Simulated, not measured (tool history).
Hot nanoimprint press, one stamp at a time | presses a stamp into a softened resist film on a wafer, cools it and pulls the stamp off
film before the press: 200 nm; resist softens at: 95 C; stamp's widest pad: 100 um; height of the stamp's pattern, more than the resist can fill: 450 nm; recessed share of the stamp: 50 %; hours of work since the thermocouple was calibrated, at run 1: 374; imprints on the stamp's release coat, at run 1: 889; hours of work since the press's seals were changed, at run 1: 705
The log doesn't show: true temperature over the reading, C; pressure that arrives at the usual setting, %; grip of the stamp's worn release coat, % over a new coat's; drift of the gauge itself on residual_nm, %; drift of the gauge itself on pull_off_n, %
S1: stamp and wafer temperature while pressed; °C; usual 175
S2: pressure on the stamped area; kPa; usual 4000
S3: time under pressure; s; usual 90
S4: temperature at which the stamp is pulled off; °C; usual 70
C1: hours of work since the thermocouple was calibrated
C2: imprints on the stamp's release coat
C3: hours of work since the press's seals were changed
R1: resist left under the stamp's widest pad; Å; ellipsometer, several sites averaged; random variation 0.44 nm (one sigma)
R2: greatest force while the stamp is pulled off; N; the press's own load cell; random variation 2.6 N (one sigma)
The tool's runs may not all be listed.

run	day	S1	S2	S3	S4	C1	C2	C3	R1	R2
1	0	175	4000	90	70	374	889	705	1140	124
# day 0.758: plate thermocouple calibrated
2	0.812	175	4000	90	70	1	968	716	1139	121
3	1.779	175	4000	90	70	16	1079	731	1135	121
4	2.512	175	4000	90	70	28	1164	742	1128	121
5	3.65	175	4000	90	70	46	1294	760	1141	121
6	4.738	175	4000	90	70	63	1419	777	1140	119
7	5.496	175	4000	90	57	75	1507	789	1131	148
8	6.238	175	4000	90	69	86	1592	801	1123	117
# day 6.629: stamp cleaned and given a new release coat
9	7.15	175	4000	90	69	97	60	812	1136	121
10	8.154	175	4000	82	69	113	175	827	1160	127
11	8.942	174	4000	90	70	125	266	840	1155	124
12	10.138	175	4000	107	70	144	404	859	1072	119
13	11.417	171	4000	107	70	164	551	879	1194	123
14	12.225	171	4000	107	70	177	643	892	1193	123
15	13.021	175	4590	90	70	189	735	904	1051	116
16	13.638	175	4590	90	70	199	806	914	1055	118
17	14.683	168	4000	62	57	216	926	930	1462	151
18	15.454	184	3430	45	56	228	1015	942	1192	157
19	16.458	184	3430	45	56	244	1130	958	1190	154
20	17.6	175	4690	60	70	262	1261	976	1171	119
21	18.596	187	2760	98	55	277	1376	992	972	159
22	19.55	187	2760	98	55	292	1486	1007	971	158
23	20.288	187	2760	98	55	304	1570	1019	958	160
# day 20.854: stamp cleaned and given a new release coat
24	21.579	167	3980	110	56	320	83	1035	1303	151
25	22.433	167	3980	110	62	334	181	1049	1301	139
26	23.304	180	4000	164	70	348	281	1062	796	121
27	24.392	180	4000	164	70	365	407	1079	801	120
28	25.292	166	4000	164	70	379	510	1094	1195	114

5 ways to go on from here, each from the tool as it stands after run 28. What would each give?
# day 25.688: plate thermocouple calibrated
A	26.162	166	4340	71	68	7	596	1105	?	?
# day 25.688: plate thermocouple calibrated
B	26.162	172	3180	90	70	7	596	1105	?	?
# day 25.688: plate thermocouple calibrated
C	26.162	164	4000	164	57	7	596	1105	?	?
# day 25.688: plate thermocouple calibrated
D	26.162	180	4000	164	75	7	596	1105	?	?
# day 25.688: plate thermocouple calibrated
E	26.162	175	3570	90	60	7	596	1105	?	?

run	R1	R2
A	1423	120
B	1333	120
C	1270	151
D	798	108
E	1175	143
Without the tool's hidden state the same runs would have given:
run	R1	R2
A	1455	120
B	1364	120
C	1299	151
D	816	108
E	1202	143

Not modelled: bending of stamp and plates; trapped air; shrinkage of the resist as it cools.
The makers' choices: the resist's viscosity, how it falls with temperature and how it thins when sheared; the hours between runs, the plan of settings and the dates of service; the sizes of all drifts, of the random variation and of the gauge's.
